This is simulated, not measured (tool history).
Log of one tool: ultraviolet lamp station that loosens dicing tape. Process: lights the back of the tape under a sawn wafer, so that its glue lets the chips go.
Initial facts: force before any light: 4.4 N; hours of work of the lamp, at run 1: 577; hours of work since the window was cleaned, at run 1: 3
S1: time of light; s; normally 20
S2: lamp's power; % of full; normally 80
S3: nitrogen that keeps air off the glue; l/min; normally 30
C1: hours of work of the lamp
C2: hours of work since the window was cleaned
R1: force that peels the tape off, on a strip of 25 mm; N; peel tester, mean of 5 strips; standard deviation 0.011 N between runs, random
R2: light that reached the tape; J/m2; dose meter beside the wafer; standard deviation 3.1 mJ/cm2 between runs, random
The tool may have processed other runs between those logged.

| run | hour | S1 | S2 | S3 | C1 | C2 | R1 | R2 |
|---|---|---|---|---|---|---|---|---|
| 1 | 0 | 20 | 80 | 30 | 577 | 3 | 0.491 | 4800 |
|  | 47.5 | lamp changed |
| 2 | 60.7 | 20 | 80 | 30 | 9 | 45 | 0.512 | 4720 |
| 3 | 122.9 | 20 | 80 | 32 | 53 | 88 | 0.454 | 4740 |
| 4 | 166.8 | 20 | 80 | 32 | 84 | 119 | 0.473 | 4790 |
| 5 | 196.4 | 20 | 80 | 32 | 104 | 140 | 0.466 | 4750 |
| 6 | 238.4 | 20 | 86 | 30 | 134 | 169 | 0.446 | 5100 |
| 7 | 266.1 | 20 | 80 | 30 | 153 | 189 | 0.493 | 4790 |
| 8 | 314.1 | 20 | 80 | 30 | 187 | 222 | 0.496 | 4770 |
| 9 | 348.9 | 13 | 80 | 30 | 211 | 246 | 1.018 | 3080 |
| 10 | 393 | 13 | 80 | 30 | 242 | 277 | 1.003 | 3090 |
|  | 398.6 | window cleaned of glue's vapour |
| 11 | 427.7 | 20 | 80 | 30 | 266 | 20 | 0.495 | 4760 |
| 12 | 466.1 | 20 | 80 | 30 | 293 | 47 | 0.508 | 4740 |
| 13 | 513.2 | 20 | 80 | 30 | 326 | 80 | 0.49 | 4760 |
| 14 | 546.8 | 23 | 80 | 30 | 349 | 104 | 0.379 | 5450 |
| 15 | 594.2 | 20 | 80 | 30 | 382 | 137 | 0.504 | 4780 |
| 16 | 653.8 | 20 | 80 | 13 | 424 | 179 | 0.919 | 4790 |
| 17 | 689.4 | 20 | 80 | 30 | 449 | 203 | 0.498 | 4780 |
| 18 | 729.4 | 20 | 80 | 30 | 477 | 231 | 0.499 | 4760 |
| 19 | 791.8 | 20 | 80 | 30 | 520 | 275 | 0.529 | 4790 |
|  | 797.7 | window cleaned of glue's vapour |
| 20 | 833.1 | 13 | 80 | 30 | 549 | 25 | 1 | 3100 |
| 21 | 865.6 | 13 | 80 | 30 | 572 | 47 | 1.034 | 3040 |
| 22 | 908 | 16 | 72 | 48 | 601 | 77 | 0.665 | 3400 |
|  | 918.5 | lamp changed |
| 23 | 954.1 | 16 | 72 | 48 | 25 | 109 | 0.666 | 3400 |
| 24 | 997.4 | 11 | 97 | 30 | 55 | 139 | 0.996 | 3180 |
| 25 | 1039.9 | 20 | 75 | 20 | 85 | 169 | 0.744 | 4490 |
| 26 | 1097.5 | 11 | 90 | 49 | 125 | 209 | 0.83 | 2900 |
| 27 | 1124.8 | 11 | 90 | 17 | 144 | 228 | 1.48 | 2940 |
| 28 | 1173.9 | 34 | 61 | 35 | 179 | 263 | 0.257 | 6180 |
|  | 1198.5 | window cleaned of glue's vapour |
| 29 | 1199.6 | 13 | 96 | 14 | 196 | 1 | 1.173 | 3710 |
| 30 | 1242.3 | 13 | 96 | 14 | 226 | 31 | 1.196 | 3700 |
| 31 | 1280.7 | 13 | 96 | 14 | 253 | 58 | 1.193 | 3730 |
| 32 | 1338.3 | 13 | 96 | 14 | 293 | 98 | 1.222 | 3740 |
| 33 | 1392 | 13 | 96 | 14 | 331 | 135 | 1.195 | 3710 |
| 34 | 1427.9 | 36 | 80 | 30 | 356 | 161 | 0.155 | 8570 |
| 35 | 1458.1 | 36 | 80 | 30 | 377 | 182 | 0.145 | 8660 |
| 36 | 1511.2 | 12 | 81 | 23 | 414 | 219 | 1.269 | 2930 |
| 37 | 1561.1 | 35 | 93 | 27 | 449 | 254 | 0.122 | 9710 |
| 38 | 1593.4 | 14 | 93 | 13 | 472 | 276 | 1.172 | 3800 |
|  | 1596.7 | window cleaned of glue's vapour |
| 39 | 1639.6 | 14 | 93 | 13 | 504 | 30 | 1.184 | 3870 |
| 40 | 1669.7 | 20 | 61 | 14 | 525 | 51 | 1.224 | 3610 |
| 41 | 1712.7 | 20 | 61 | 14 | 555 | 81 | 1.289 | 3610 |
| 42 | 1749.2 | 20 | 95 | 32 | 581 | 107 | 0.337 | 5730 |

What differs in the tool's unlogged condition from the final listed run ahead of each entry between runs to the first listed run following it?
Between runs 1 and 2: lamp changed (hour 47.5)
  lamp's light, % of a new lamp's: 99.7 -> 100
Between runs 10 and 11: window cleaned of glue's vapour (hour 398.6)
  light that the window lets through, % of a clean one's: 99.9 -> 100
Between runs 19 and 20: window cleaned of glue's vapour (hour 797.7)
  light that the window lets through, % of a clean one's: 99.9 -> 100
Between runs 22 and 23: lamp changed (hour 918.5)
  lamp's light, % of a new lamp's: 99.7 -> 100
Between runs 28 and 29: window cleaned of glue's vapour (hour 1198.5)
  light that the window lets through, % of a clean one's: 99.9 -> 100
Between runs 38 and 39: window cleaned of glue's vapour (hour 1596.7)
  lamp's light, % of a new lamp's: 99.8 -> 99.7; light that the window lets through, % of a clean one's: 99.9 -> 100
